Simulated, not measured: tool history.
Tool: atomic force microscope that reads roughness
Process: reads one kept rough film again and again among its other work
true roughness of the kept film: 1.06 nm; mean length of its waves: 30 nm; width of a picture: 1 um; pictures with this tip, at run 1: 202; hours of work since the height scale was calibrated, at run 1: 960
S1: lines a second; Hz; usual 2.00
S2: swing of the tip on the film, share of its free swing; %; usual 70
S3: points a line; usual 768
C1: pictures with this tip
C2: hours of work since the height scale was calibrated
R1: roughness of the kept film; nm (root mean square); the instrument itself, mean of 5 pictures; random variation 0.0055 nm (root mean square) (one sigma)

Run 1, hour 0.0: usual settings; C1 202; C2 960. Result: R1 0.886 nm (root mean square).
Run 2, hour 32.9: usual settings; C1 236; C2 981. Result: R1 0.860 nm (root mean square).
At hour 57.3: new tip fitted.
Run 3, hour 66.5: usual settings; C1 9; C2 1002. Result: R1 0.932 nm (root mean square).
Run 4, hour 124.1: usual settings; C1 68; C2 1039. Result: R1 0.921 nm (root mean square).
Run 5, hour 177.1: usual settings but S1 1.64 Hz; C1 121; C2 1073. Result: R1 0.915 nm (root mean square).
Run 6, hour 234.2: usual settings but S1 1.64 Hz; C1 179; C2 1110. Result: R1 0.902 nm (root mean square).
Run 7, hour 283.7: usual settings but S1 1.64 Hz; C1 230; C2 1142. Result: R1 0.889 nm (root mean square).
At hour 309.7: new tip fitted.
Run 8, hour 335.4: usual settings but S1 1.64 Hz; C1 26; C2 1175. Result: R1 0.939 nm (root mean square).
Run 9, hour 384.9: usual settings but S1 1.64 Hz; C1 77; C2 1207. Result: R1 0.926 nm (root mean square).
Run 10, hour 438.6: usual settings but S1 1.64 Hz; C1 131; C2 1242. Result: R1 0.913 nm (root mean square).
Run 11, hour 465.3: usual settings but S1 1.64 Hz; C1 158; C2 1259. Result: R1 0.887 nm (root mean square).
Run 12, hour 517.8: usual settings but S1 1.64 Hz; C1 211; C2 1293. Result: R1 0.878 nm (root mean square).
Run 13, hour 550.5: usual settings; C1 244; C2 1314. Result: R1 0.872 nm (root mean square).
At hour 562.7: new tip fitted.
Run 14, hour 576.2: usual settings but S1 2.60 Hz; C1 14; C2 1330. Result: R1 0.904 nm (root mean square).
Run 15, hour 616.3: usual settings but S1 2.60 Hz; C1 55; C2 1356. Result: R1 0.896 nm (root mean square).
Run 16, hour 660.9: usual settings but S1 2.60 Hz; C1 100; C2 1384. Result: R1 0.884 nm (root mean square).
Run 17, hour 690.0: usual settings but S1 0.93 Hz, S2 67 %, S3 631; C1 129; C2 1403. Result: R1 0.938 nm (root mean square).
Run 18, hour 728.2: usual settings but S1 0.93 Hz, S2 67 %, S3 631; C1 168; C2 1428. Result: R1 0.938 nm (root mean square).
At hour 734.6: height scale calibrated on a step standard.
Run 19, hour 788.4: usual settings but S1 3.07 Hz, S2 61 %, S3 803; C1 228; C2 35. Result: R1 0.874 nm (root mean square).
At hour 816.6: new tip fitted.
Run 20, hour 819.4: usual settings but S1 0.92 Hz, S2 85 %, S3 356; C1 3; C2 54. Result: R1 0.922 nm (root mean square).
Run 21, hour 855.2: usual settings but S2 79 %, S3 320; C1 39; C2 77. Result: R1 0.858 nm (root mean square).
Run 22, hour 903.9: usual settings but S2 79 %, S3 320; C1 89; C2 109. Result: R1 0.844 nm (root mean square).
Run 23, hour 958.8: usual settings but S1 0.72 Hz, S2 87 %, S3 905; C1 144; C2 144. Result: R1 0.888 nm (root mean square).
Run 24, hour 989.3: usual settings but S2 81 %, S3 851; C1 175; C2 164. Result: R1 0.819 nm (root mean square).
At hour 1015.8: height scale calibrated on a step standard, once more.
Run 25, hour 1031.8: usual settings but S1 1.12 Hz, S2 81 %, S3 956; C1 217; C2 10. Result: R1 0.889 nm (root mean square).

Hidden state at the last listed run before each entry between runs and at the first one after, where it differs:
Between runs 2 and 3: new tip fitted (hour 57.3)
  radius of the tip, nm: 22.3 -> 5.7; height scale over the true one, %: -1.48 -> -1.51
  measured less the result without the state, R1: -0.082 -> -0.017 nm (root mean square)
Between runs 7 and 8: new tip fitted (hour 309.7)
  radius of the tip, nm: 20.4 -> 7.4; height scale over the true one, %: -1.69 -> -1.73
  measured less the result without the state, R1: -0.078 -> -0.027 nm (root mean square)
Between runs 13 and 14: new tip fitted (hour 562.7)
  radius of the tip, nm: 22.2 -> 6; height scale over the true one, %: -1.93 -> -1.95
  measured less the result without the state, R1: -0.087 -> -0.023 nm (root mean square)
Between runs 18 and 19: height scale calibrated on a step standard (hour 734.6)
  radius of the tip, nm: 16.3 -> 20.6; height scale over the true one, %: -2.09 -> -3.03
  measured less the result without the state, R1: -0.069 -> -0.091 nm (root mean square)
Between runs 19 and 20: new tip fitted (hour 816.6)
  radius of the tip, nm: 20.6 -> 5.3; height scale over the true one, %: -3.03 -> -3.06
  measured less the result without the state, R1: -0.091 -> -0.030 nm (root mean square)
Between runs 24 and 25: height scale calibrated on a step standard, once more (hour 1015.8)
  radius of the tip, nm: 17.2 -> 20.3; height scale over the true one, %: -3.21 -> -0.03
  measured less the result without the state, R1: -0.074 -> -0.063 nm (root mean square)

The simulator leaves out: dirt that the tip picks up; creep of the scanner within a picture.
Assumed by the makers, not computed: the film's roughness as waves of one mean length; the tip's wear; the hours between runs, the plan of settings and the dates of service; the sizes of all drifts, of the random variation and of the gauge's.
